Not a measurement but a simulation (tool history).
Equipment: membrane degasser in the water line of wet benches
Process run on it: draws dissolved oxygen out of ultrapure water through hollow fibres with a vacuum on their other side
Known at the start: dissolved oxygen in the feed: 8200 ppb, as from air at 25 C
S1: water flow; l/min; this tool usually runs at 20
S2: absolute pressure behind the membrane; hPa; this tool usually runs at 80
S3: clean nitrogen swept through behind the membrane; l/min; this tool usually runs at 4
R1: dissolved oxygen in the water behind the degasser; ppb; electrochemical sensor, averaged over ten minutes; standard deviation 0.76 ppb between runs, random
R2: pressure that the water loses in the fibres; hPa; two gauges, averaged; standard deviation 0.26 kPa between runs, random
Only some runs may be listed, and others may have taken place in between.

{"run": 1, "hour": 0.0, "S1": 20, "S2": 80, "S3": 4, "R1": 69.2, "R2": 687.3}
{"run": 2, "hour": 25.3, "S1": 20, "S2": 80, "S3": 4, "R1": 69.9, "R2": 697.8}
{"run": 3, "hour": 70.3, "S1": 20, "S2": 80, "S3": 4, "R1": 69.9, "R2": 692}
{"run": 4, "hour": 111.7, "S1": 20, "S2": 80, "S3": 4, "R1": 69.6, "R2": 690.2}
{"run": 5, "hour": 159.5, "S1": 25, "S2": 80, "S3": 4, "R1": 101.5, "R2": 859.8}
{"run": 6, "hour": 184.3, "S1": 25, "S2": 80, "S3": 4, "R1": 102.9, "R2": 862.3}
{"run": 7, "hour": 216.4, "S1": 25, "S2": 80, "S3": 4, "R1": 101.9, "R2": 861.4}
{"run": 8, "hour": 243.0, "S1": 20, "S2": 80, "S3": 4, "R1": 70.2, "R2": 689.6}
{"run": 9, "hour": 272.5, "S1": 20, "S2": 80, "S3": 1.98, "R1": 124.1, "R2": 686.8}
{"run": 10, "hour": 318.7, "S1": 20, "S2": 192.2, "S3": 4, "R1": 200.5, "R2": 690.1}
{"run": 11, "hour": 344.1, "S1": 20, "S2": 103.1, "S3": 4, "R1": 96.9, "R2": 688}
{"run": 12, "hour": 363.4, "S1": 20, "S2": 103.1, "S3": 4, "R1": 98.9, "R2": 688.3}
{"run": 13, "hour": 384.6, "S1": 20, "S2": 103.1, "S3": 4, "R1": 96, "R2": 687.1}

For run 14, what comes out?
{"run": 14, "hour": 432.6, "S1": 20, "S2": 103.1, "S3": 4, "R1": "?", "R2": "?"}

R1: 97 ppb
R2: 689 hPa
Had the tool carried no hidden state, the very same run would have given R1 96.9 ppb, R2 693.8 hPa.
